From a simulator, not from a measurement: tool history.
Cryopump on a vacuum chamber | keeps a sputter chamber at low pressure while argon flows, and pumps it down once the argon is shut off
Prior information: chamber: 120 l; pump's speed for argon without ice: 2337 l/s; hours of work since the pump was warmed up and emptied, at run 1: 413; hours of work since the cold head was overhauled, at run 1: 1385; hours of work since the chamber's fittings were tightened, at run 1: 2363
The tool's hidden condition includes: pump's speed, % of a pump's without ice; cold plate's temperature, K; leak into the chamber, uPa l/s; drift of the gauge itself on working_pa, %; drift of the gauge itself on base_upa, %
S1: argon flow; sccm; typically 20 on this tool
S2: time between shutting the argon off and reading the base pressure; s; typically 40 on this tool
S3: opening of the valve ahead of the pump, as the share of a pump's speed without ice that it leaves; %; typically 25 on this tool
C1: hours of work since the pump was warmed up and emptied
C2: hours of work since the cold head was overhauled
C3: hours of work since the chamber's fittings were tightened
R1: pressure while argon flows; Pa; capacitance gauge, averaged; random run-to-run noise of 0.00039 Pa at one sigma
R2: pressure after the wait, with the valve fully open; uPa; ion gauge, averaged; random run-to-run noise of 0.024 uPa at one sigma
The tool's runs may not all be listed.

run	hour	S1	S2	S3	C1	C2	C3	R1	R2
1	0.0	20	40	25	413	1385	2363	0.0593	2.19
2	72.8	20	40	25	473	1445	2423	0.0594	2.24
3	168.9	20	40	25	552	1525	2503	0.0599	2.36
# hour 230.0: leaking fittings of the chamber tightened, without venting
4	290.6	20	40	38	652	1624	50	0.0405	0.92
5	354.8	20	40	25	705	1677	103	0.0601	0.92
6	479.6	20	40	25	808	1780	207	0.0607	1.00
7	590.8	20	40	25	900	1872	299	0.0608	1.12
# hour 628.7: pump warmed up, emptied and cooled again
8	711.7	20	40	22	69	1968	395	0.0666	1.09
9	834.6	20	40	22	170	2070	496	0.0667	1.16
10	934.1	20	40	43	253	2152	579	0.0347	1.15
11	1033.3	20	40	43	335	2235	661	0.0346	1.25
12	1085.1	20	40	43	378	2278	704	0.0352	1.29
13	1195.3	20	40	41	469	2369	795	0.0371	1.31
14	1271.1	20	40	41	532	2431	858	0.0377	1.38
15	1342.6	20	40	41	591	2491	917	0.0370	1.36
16	1431.4	14	94	25	665	2564	990	0.0423	1.06
17	1550.6	14	49	25	763	2663	1089	0.0425	1.43
18	1639.4	14	49	25	837	2736	1163	0.0428	1.49
# hour 1752.0: pump warmed up, emptied and cooled again
19	1752.9	17	170	17	1	2826	1253	0.0727	0.94
20	1856.8	17	170	55	87	2912	1339	0.0227	1.08
21	1975.1	17	170	55	185	3010	1437	0.0231	1.13
22	2090.5	18	106	24	280	3106	1532	0.0553	1.25
23	2213.3	20	87	48	382	3207	1634	0.0319	1.39
24	2291.1	18	52	24	446	3272	1698	0.0560	1.71
25	2383.6	17	59	27	523	3348	1775	0.0472	1.64
26	2474.0	17	59	27	598	3423	1850	0.0479	1.75
27	2571.0	17	73	31	678	3504	1930	0.0422	1.72
28	2655.8	8	40	37	748	3574	2000	0.0169	2.12

Below are 3 alternative next runs, each starting from the tool's condition after run 28. Predict each:
A	2748.1	8	21	37	825	3650	2076	?	?
B	2748.1	28	121	35	825	3650	2076	?	?
C	2748.1	37	277	37	825	3650	2076	?	?

run	R1	R2
A	0.0170	2.86
B	0.0627	1.68
C	0.0787	1.58
Without the tool's unlogged condition, the same runs would have read:
run	R1	R2
A	0.0157	1.53
B	0.0582	0.38
C	0.0727	0.25

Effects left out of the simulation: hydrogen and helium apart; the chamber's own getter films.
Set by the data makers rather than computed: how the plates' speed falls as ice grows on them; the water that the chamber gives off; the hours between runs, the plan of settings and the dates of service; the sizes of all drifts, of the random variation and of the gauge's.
